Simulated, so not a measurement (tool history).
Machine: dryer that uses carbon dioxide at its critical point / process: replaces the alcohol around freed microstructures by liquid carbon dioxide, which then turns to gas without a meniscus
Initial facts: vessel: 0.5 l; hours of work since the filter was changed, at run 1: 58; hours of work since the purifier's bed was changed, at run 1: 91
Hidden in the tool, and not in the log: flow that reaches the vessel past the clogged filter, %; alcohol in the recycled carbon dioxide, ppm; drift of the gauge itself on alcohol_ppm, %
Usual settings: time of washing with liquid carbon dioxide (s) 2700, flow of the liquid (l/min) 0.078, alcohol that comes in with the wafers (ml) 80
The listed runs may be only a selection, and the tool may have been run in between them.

run	day	time of washing with liquid carbon dioxide (s)	flow of the liquid (l/min)	alcohol that comes in with the wafers (ml)	hours of work since the filter was changed	hours of work since the purifier's bed was changed	alcohol left in the vessel before it's heated (ppm by volume)
1	0	2700	0.078	80	58	91	856
2	0.938	2700	0.078	22	70	103	274
3	1.583	2700	0.078	22	78	112	277
4	2.679	2700	0.078	22	92	126	295
5	4.033	2700	0.078	80	110	144	1047
6	5.112	2700	0.078	80	124	157	1119
7	6.162	1800	0.1145	64	137	171	923
8	6.788	2460	0.1145	29	146	179	90
9	7.521	3960	0.1208	84	155	189	24
10	8.671	1920	0.0896	24	170	204	897
11	9.888	1920	0.0896	24	186	219	962

Pick out some run-to-run changes in alcohol left in the vessel before it's heated (ppm by volume). Of each, how much would a tool without hidden state show as well, from the settings, what came in and chance, and how much is left for the hidden state and any gauge scatter not in both results compared?
Run 9 -> 10: time of washing with liquid carbon dioxide (s) 3960 -> 1920, flow of the liquid (l/min) 0.1208 -> 0.0896, alcohol that comes in with the wafers (ml) 84 -> 24. alcohol left in the vessel before it's heated (ppm by volume) +873: hidden state +345, all else +528.
